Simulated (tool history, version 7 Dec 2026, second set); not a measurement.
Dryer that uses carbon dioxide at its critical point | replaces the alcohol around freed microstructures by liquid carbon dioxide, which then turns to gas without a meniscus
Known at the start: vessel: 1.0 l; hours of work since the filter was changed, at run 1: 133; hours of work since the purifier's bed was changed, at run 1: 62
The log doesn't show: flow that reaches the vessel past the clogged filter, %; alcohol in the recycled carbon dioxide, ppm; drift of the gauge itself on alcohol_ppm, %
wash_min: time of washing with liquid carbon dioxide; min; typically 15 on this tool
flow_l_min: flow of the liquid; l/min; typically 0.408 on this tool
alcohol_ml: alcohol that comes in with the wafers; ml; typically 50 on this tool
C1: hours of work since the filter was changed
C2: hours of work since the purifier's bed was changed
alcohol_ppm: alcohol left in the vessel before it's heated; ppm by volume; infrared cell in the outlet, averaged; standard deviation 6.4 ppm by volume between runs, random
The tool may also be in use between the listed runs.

run 1 hour=0.0 | wash_min=15 flow_l_min=0.408 alcohol_ml=50 | C1=133 C2=62 | alcohol_ppm=500
run 2 hour=5.3 | wash_min=15 flow_l_min=0.408 alcohol_ml=50 | C1=136 C2=64 | alcohol_ppm=515
run 3 hour=13.3 | wash_min=15 flow_l_min=0.408 alcohol_ml=50 | C1=140 C2=68 | alcohol_ppm=508
run 4 hour=20.0 | wash_min=15 flow_l_min=0.408 alcohol_ml=50 | C1=143 C2=72 | alcohol_ppm=531
run 5 hour=29.0 | wash_min=15 flow_l_min=0.408 alcohol_ml=50 | C1=148 C2=76 | alcohol_ppm=525
run 6 hour=34.2 | wash_min=10 flow_l_min=0.426 alcohol_ml=32 | C1=150 C2=79 | alcohol_ppm=1393
run 7 hour=43.2 | wash_min=10 flow_l_min=0.426 alcohol_ml=32 | C1=155 C2=83 | alcohol_ppm=1374
run 8 hour=49.6 | wash_min=13 flow_l_min=0.496 alcohol_ml=32 | C1=158 C2=86 | alcohol_ppm=312
run 9 hour=54.8 | wash_min=13 flow_l_min=0.496 alcohol_ml=32 | C1=160 C2=89 | alcohol_ppm=311

Forecast run 10:
run 10 hour=62.6 | wash_min=22 flow_l_min=0.246 alcohol_ml=42 | C1=164 C2=93 | alcohol_ppm=?

{"run 10": {"alcohol_ppm": 739}}
Take away the tool's hidden state, keep the run-to-run variation as it was, and the same run would have given alcohol_ppm 364 ppm by volume.
